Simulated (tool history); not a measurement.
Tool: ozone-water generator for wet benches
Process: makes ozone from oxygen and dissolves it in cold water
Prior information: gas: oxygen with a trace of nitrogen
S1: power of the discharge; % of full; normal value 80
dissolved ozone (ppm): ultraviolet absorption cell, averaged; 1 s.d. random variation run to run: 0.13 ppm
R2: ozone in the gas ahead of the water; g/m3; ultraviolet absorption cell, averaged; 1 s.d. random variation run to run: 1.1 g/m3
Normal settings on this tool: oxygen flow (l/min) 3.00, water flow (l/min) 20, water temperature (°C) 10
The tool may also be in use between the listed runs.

{"run": 1, "hour": 0.0, "S1": 80, "oxygen flow (l/min)": 3.0, "water flow (l/min)": 20, "water temperature (°C)": 10, "dissolved ozone (ppm)": 18.2, "R2": 196.2}
{"run": 2, "hour": 76.5, "S1": 80, "oxygen flow (l/min)": 2.94, "water flow (l/min)": 20, "water temperature (°C)": 10, "dissolved ozone (ppm)": 17.8, "R2": 198.3}
{"run": 3, "hour": 142.8, "S1": 80, "oxygen flow (l/min)": 3.0, "water flow (l/min)": 20, "water temperature (°C)": 10, "dissolved ozone (ppm)": 18.1, "R2": 194.5}
{"run": 4, "hour": 202.9, "S1": 80, "oxygen flow (l/min)": 3.0, "water flow (l/min)": 20, "water temperature (°C)": 10, "dissolved ozone (ppm)": 18.0, "R2": 192.2}
{"run": 5, "hour": 276.3, "S1": 80, "oxygen flow (l/min)": 3.0, "water flow (l/min)": 20, "water temperature (°C)": 10, "dissolved ozone (ppm)": 18.1, "R2": 193.3}
{"run": 6, "hour": 379.4, "S1": 80, "oxygen flow (l/min)": 3.0, "water flow (l/min)": 20, "water temperature (°C)": 10, "dissolved ozone (ppm)": 17.9, "R2": 192.1}
{"run": 7, "hour": 427.4, "S1": 80, "oxygen flow (l/min)": 3.0, "water flow (l/min)": 20, "water temperature (°C)": 10, "dissolved ozone (ppm)": 17.9, "R2": 195.2}
{"run": 8, "hour": 491.5, "S1": 80, "oxygen flow (l/min)": 3.0, "water flow (l/min)": 20, "water temperature (°C)": 10, "dissolved ozone (ppm)": 18.0, "R2": 193.3}
{"run": 9, "hour": 571.6, "S1": 80, "oxygen flow (l/min)": 3.0, "water flow (l/min)": 20, "water temperature (°C)": 10, "dissolved ozone (ppm)": 18.0, "R2": 194.5}
{"run": 10, "hour": 615.2, "S1": 80, "oxygen flow (l/min)": 3.0, "water flow (l/min)": 20, "water temperature (°C)": 8, "dissolved ozone (ppm)": 18.0, "R2": 193.8}
{"run": 11, "hour": 714.2, "S1": 80, "oxygen flow (l/min)": 3.0, "water flow (l/min)": 20, "water temperature (°C)": 10, "dissolved ozone (ppm)": 17.7, "R2": 193.9}
{"run": 12, "hour": 775.8, "S1": 80, "oxygen flow (l/min)": 3.0, "water flow (l/min)": 20, "water temperature (°C)": 10, "dissolved ozone (ppm)": 17.9, "R2": 193.3}
{"run": 13, "hour": 820.0, "S1": 80, "oxygen flow (l/min)": 3.0, "water flow (l/min)": 20, "water temperature (°C)": 10, "dissolved ozone (ppm)": 17.9, "R2": 194.5}
{"run": 14, "hour": 914.3, "S1": 80, "oxygen flow (l/min)": 3.0, "water flow (l/min)": 20, "water temperature (°C)": 10, "dissolved ozone (ppm)": 17.8, "R2": 194.3}
{"run": 15, "hour": 965.0, "S1": 80, "oxygen flow (l/min)": 3.0, "water flow (l/min)": 12, "water temperature (°C)": 10, "dissolved ozone (ppm)": 26.5, "R2": 193.1}
{"run": 16, "hour": 1068.6, "S1": 80, "oxygen flow (l/min)": 3.0, "water flow (l/min)": 12, "water temperature (°C)": 10, "dissolved ozone (ppm)": 26.5, "R2": 192.4}
{"run": 17, "hour": 1149.8, "S1": 80, "oxygen flow (l/min)": 3.0, "water flow (l/min)": 12, "water temperature (°C)": 10, "dissolved ozone (ppm)": 26.6, "R2": 192.3}
{"run": 18, "hour": 1219.7, "S1": 80, "oxygen flow (l/min)": 3.0, "water flow (l/min)": 12, "water temperature (°C)": 10, "dissolved ozone (ppm)": 26.4, "R2": 192.1}
{"run": 19, "hour": 1278.1, "S1": 60, "oxygen flow (l/min)": 3.51, "water flow (l/min)": 26, "water temperature (°C)": 10, "dissolved ozone (ppm)": 12.8, "R2": 154.1}
{"run": 20, "hour": 1336.7, "S1": 60, "oxygen flow (l/min)": 3.51, "water flow (l/min)": 25, "water temperature (°C)": 10, "dissolved ozone (ppm)": 13.2, "R2": 157.2}
{"run": 21, "hour": 1432.4, "S1": 80, "oxygen flow (l/min)": 3.0, "water flow (l/min)": 18, "water temperature (°C)": 12, "dissolved ozone (ppm)": 19.1, "R2": 191.4}
{"run": 22, "hour": 1528.1, "S1": 80, "oxygen flow (l/min)": 3.0, "water flow (l/min)": 18, "water temperature (°C)": 12, "dissolved ozone (ppm)": 19.0, "R2": 192.1}
{"run": 23, "hour": 1610.2, "S1": 80, "oxygen flow (l/min)": 3.0, "water flow (l/min)": 18, "water temperature (°C)": 12, "dissolved ozone (ppm)": 18.8, "R2": 188.8}
{"run": 24, "hour": 1656.2, "S1": 80, "oxygen flow (l/min)": 3.0, "water flow (l/min)": 18, "water temperature (°C)": 12, "dissolved ozone (ppm)": 18.9, "R2": 191.2}
{"run": 25, "hour": 1751.6, "S1": 80, "oxygen flow (l/min)": 2.46, "water flow (l/min)": 19, "water temperature (°C)": 5, "dissolved ozone (ppm)": 18.0, "R2": 210.2}
{"run": 26, "hour": 1826.9, "S1": 91, "oxygen flow (l/min)": 2.02, "water flow (l/min)": 15, "water temperature (°C)": 8, "dissolved ozone (ppm)": 21.4, "R2": 240.8}
{"run": 27, "hour": 1887.8, "S1": 91, "oxygen flow (l/min)": 2.02, "water flow (l/min)": 15, "water temperature (°C)": 8, "dissolved ozone (ppm)": 21.5, "R2": 240.5}

Estimate the outcome of run 28 from the log above:
{"run": 28, "hour": 1988.9, "S1": 94, "oxygen flow (l/min)": 3.0, "water flow (l/min)": 20, "water temperature (°C)": 10, "dissolved ozone (ppm)": "?", "R2": "?"}

dissolved ozone (ppm): 19.3
R2: 206.2 g/m3
If the tool had no hidden condition, the same run with the same run-to-run variation would have returned dissolved ozone (ppm) 20.3, R2 212.8 g/m3.

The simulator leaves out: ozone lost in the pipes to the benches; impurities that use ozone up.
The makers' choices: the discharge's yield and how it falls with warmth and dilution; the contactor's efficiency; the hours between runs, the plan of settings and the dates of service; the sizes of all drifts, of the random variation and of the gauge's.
